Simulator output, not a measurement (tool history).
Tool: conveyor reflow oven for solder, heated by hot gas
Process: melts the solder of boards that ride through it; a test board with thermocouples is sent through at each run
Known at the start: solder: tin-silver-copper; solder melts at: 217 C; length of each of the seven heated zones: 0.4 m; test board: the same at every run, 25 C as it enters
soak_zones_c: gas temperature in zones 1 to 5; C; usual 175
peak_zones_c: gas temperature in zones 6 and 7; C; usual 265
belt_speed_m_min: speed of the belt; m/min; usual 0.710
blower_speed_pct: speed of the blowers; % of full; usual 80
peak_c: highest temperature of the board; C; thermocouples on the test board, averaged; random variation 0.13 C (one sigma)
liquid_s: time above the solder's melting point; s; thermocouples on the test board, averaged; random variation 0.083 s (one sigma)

| run | day | soak_zones_c | peak_zones_c | belt_speed_m_min | blower_speed_pct | peak_c | liquid_s |
|---|---|---|---|---|---|---|---|
| 1 | 0.000 | 175 | 265 | 0.710 | 80 | 252.6 | 51.86 |
| 2 | 0.888 | 175 | 265 | 0.710 | 80 | 252.4 | 51.87 |
| 3 | 1.396 | 175 | 265 | 0.600 | 80 | 256.4 | 65.40 |
| 4 | 2.258 | 175 | 265 | 0.600 | 80 | 256.6 | 65.03 |
| 5 | 2.846 | 175 | 265 | 0.600 | 80 | 256.1 | 65.29 |
| 6 | 4.046 | 175 | 267 | 0.600 | 80 | 258.2 | 66.25 |
| 7 | 4.929 | 175 | 270 | 0.710 | 80 | 256.8 | 54.08 |
| 8 | 6.058 | 175 | 270 | 0.760 | 80 | 255.1 | 49.11 |
|  | 6.821 | flux residue cleaned out of gas plates and filters |
| 9 | 6.871 | 175 | 270 | 0.760 | 80 | 254.8 | 49.13 |
| 10 | 7.517 | 175 | 270 | 0.760 | 80 | 255.1 | 49.14 |
| 11 | 8.104 | 176 | 253 | 0.803 | 60 | 235.3 | 31.18 |
| 12 | 9.188 | 176 | 253 | 0.803 | 60 | 234.9 | 31.03 |
| 13 | 10.192 | 188 | 265 | 0.570 | 60 | 256.2 | 73.53 |
| 14 | 10.829 | 188 | 265 | 0.570 | 60 | 256.5 | 73.47 |
| 15 | 11.317 | 188 | 277 | 0.737 | 87 | 264.9 | 59.76 |
| 16 | 12.271 | 188 | 277 | 0.833 | 87 | 261.7 | 51.43 |
| 17 | 13.054 | 188 | 266 | 0.833 | 72 | 249.7 | 45.36 |
| 18 | 13.767 | 166 | 265 | 0.684 | 80 | 252.1 | 51.08 |
| 19 | 14.346 | 179 | 272 | 0.598 | 79 | 263.4 | 70.26 |

3 ways to go on from here, each from the tool as it stands after run 19. What would each give?
| A | 15.250 | 172 | 278 | 0.710 | 64 | ? | ? |
| B | 15.250 | 179 | 259 | 0.740 | 79 | ? | ? |
| C | 15.250 | 179 | 272 | 0.809 | 79 | ? | ? |

| run | peak_c | liquid_s |
|---|---|---|
| A | 260.5 | 54.54 |
| B | 246.5 | 46.96 |
| C | 255.1 | 47.03 |
Without the tool's hidden state the same runs would have given:
| run | peak_c | liquid_s |
|---|---|---|
| A | 260.5 | 54.52 |
| B | 246.6 | 46.95 |
| C | 255.1 | 47.02 |

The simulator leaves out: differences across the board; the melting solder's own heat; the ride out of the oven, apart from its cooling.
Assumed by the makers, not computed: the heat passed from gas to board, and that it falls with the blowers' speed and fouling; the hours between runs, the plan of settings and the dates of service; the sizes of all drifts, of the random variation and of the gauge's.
